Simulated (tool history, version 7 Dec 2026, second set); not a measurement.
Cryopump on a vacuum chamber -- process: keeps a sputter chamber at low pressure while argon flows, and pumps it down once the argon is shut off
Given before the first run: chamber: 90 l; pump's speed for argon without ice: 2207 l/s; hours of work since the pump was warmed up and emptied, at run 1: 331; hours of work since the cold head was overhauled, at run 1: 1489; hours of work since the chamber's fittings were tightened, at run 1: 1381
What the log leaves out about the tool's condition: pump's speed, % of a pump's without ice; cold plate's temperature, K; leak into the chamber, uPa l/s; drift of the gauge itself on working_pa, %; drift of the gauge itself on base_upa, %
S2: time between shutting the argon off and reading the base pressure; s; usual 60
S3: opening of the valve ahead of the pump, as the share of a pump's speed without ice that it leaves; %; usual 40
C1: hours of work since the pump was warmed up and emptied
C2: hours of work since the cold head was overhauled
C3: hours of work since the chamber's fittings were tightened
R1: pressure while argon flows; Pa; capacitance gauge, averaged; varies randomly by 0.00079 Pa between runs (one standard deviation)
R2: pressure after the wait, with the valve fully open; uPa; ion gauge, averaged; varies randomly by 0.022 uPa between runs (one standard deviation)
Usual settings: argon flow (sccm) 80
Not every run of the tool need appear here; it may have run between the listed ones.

Run 1, day 0: usual settings; C1 331; C2 1489; C3 1381. Result: R1 0.1596 Pa, R2 1.14 uPa.
Run 2, day 2.833: usual settings; C1 375; C2 1533; C3 1424. Result: R1 0.159 Pa, R2 1.14 uPa.
Run 3, day 4.758: usual settings but S2 54 s; C1 404; C2 1562; C3 1454. Result: R1 0.1605 Pa, R2 1.22 uPa.
Run 4, day 7.221: usual settings; C1 442; C2 1600; C3 1492. Result: R1 0.1615 Pa, R2 1.2 uPa.
Run 5, day 11.067: usual settings but S2 172 s; C1 501; C2 1659; C3 1550. Result: R1 0.1625 Pa, R2 0.85 uPa.
At day 13.938: pump warmed up, emptied and cooled again.
Run 6, day 14.321: usual settings but S2 172 s; C1 6; C2 1706; C3 1597. Result: R1 0.1541 Pa, R2 0.81 uPa.
Run 7, day 16.825: usual settings but S2 172 s; C1 44; C2 1744; C3 1635. Result: R1 0.1551 Pa, R2 0.86 uPa.
Run 8, day 18.979: usual settings but S2 172 s, S3 52 %; C1 77; C2 1777; C3 1668. Result: R1 0.1196 Pa, R2 0.82 uPa.
Run 9, day 22.579: usual settings; C1 132; C2 1832; C3 1724. Result: R1 0.1551 Pa, R2 1.19 uPa.
Run 10, day 24.562: usual settings; C1 163; C2 1862; C3 1754. Result: R1 0.157 Pa, R2 1.18 uPa.
Run 11, day 28.029: usual settings but argon flow (sccm) 33; C1 216; C2 1915; C3 1807. Result: R1 0.0651 Pa, R2 1.24 uPa.
Run 12, day 31.15: usual settings but argon flow (sccm) 33; C1 264; C2 1963; C3 1855. Result: R1 0.066 Pa, R2 1.23 uPa.
Run 13, day 33.438: usual settings but argon flow (sccm) 33; C1 299; C2 1998; C3 1890. Result: R1 0.0655 Pa, R2 1.32 uPa.
Run 14, day 36.967: usual settings but argon flow (sccm) 33; C1 353; C2 2052; C3 1944. Result: R1 0.0661 Pa, R2 1.32 uPa.
At day 38.188: leaking fittings of the chamber tightened, without venting.
Run 15, day 38.917: usual settings but argon flow (sccm) 157; C1 381; C2 2081; C3 11. Result: R1 0.3144 Pa, R2 0.65 uPa.
Run 16, day 41.55: usual settings but argon flow (sccm) 58; C1 422; C2 2121; C3 51. Result: R1 0.1168 Pa, R2 0.7 uPa.
Run 17, day 43.658: usual settings but argon flow (sccm) 143, S2 290 s, S3 28 %; C1 454; C2 2154; C3 84. Result: R1 0.4074 Pa, R2 0.34 uPa.
Run 18, day 47.442: usual settings but S2 47 s; C1 512; C2 2212; C3 142. Result: R1 0.1638 Pa, R2 0.84 uPa.
Run 19, day 48.996: usual settings but argon flow (sccm) 59, S2 117 s, S3 30 %; C1 536; C2 2235; C3 166. Result: R1 0.1577 Pa, R2 0.47 uPa.
At day 49.762: pump warmed up, emptied and cooled again.
Run 20, day 51.617: usual settings but argon flow (sccm) 59, S2 117 s, S3 30 %; C1 28; C2 2272; C3 202. Result: R1 0.1523 Pa, R2 0.44 uPa.
Run 21, day 54.775: usual settings but argon flow (sccm) 59, S2 117 s, S3 30 %; C1 77; C2 2321; C3 251. Result: R1 0.1503 Pa, R2 0.46 uPa.
Run 22, day 57.933: usual settings but argon flow (sccm) 59, S2 117 s, S3 30 %; C1 125; C2 2369; C3 299. Result: R1 0.1525 Pa, R2 0.48 uPa.
Run 23, day 59.512: usual settings but argon flow (sccm) 33, S2 89 s, S3 26 %; C1 149; C2 2393; C3 323. Result: R1 0.0987 Pa, R2 0.58 uPa.
Run 24, day 63.229: usual settings but argon flow (sccm) 83, S2 42 s, S3 37 %; C1 206; C2 2450; C3 380. Result: R1 0.176 Pa, R2 1.02 uPa.
Run 25, day 66.433: usual settings but argon flow (sccm) 83, S2 42 s, S3 37 %; C1 255; C2 2499; C3 429. Result: R1 0.1792 Pa, R2 1.01 uPa.
Run 26, day 69.246: usual settings but argon flow (sccm) 83, S2 86 s, S3 44 %; C1 298; C2 2542; C3 472. Result: R1 0.1504 Pa, R2 0.64 uPa.
Run 27, day 72.904: usual settings but argon flow (sccm) 137, S2 21 s; C1 354; C2 2598; C3 529. Result: R1 0.2737 Pa, R2 1.8 uPa.
Run 28, day 76.35: usual settings but S2 66 s, S3 21 %; C1 407; C2 2651; C3 581. Result: R1 0.3013 Pa, R2 0.81 uPa.

Each row is a separate what-if for the run after 28, all from the same tool condition, not one after another. Results?
Run A, day 79.996: usual settings but argon flow (sccm) 119, S2 265 s, S3 25 %; C1 463; C2 2707; C3 637. Result: R1 ?, R2 ?.
Run B, day 79.996: usual settings but argon flow (sccm) 81, S2 59 s, S3 19 %; C1 463; C2 2707; C3 637. Result: R1 ?, R2 ?.
Run C, day 79.996: usual settings but S2 66 s, S3 19 %; C1 463; C2 2707; C3 637. Result: R1 ?, R2 ?.

run      R1    R2
  A  0.3793  0.46
  B  0.3364  0.85
  C  0.3305  0.82
Stripped of hidden state, with their random variation kept, the same runs would have yielded:
run      R1    R2
  A  0.3651  0.23
  B  0.3267  0.63
  C   0.321  0.59
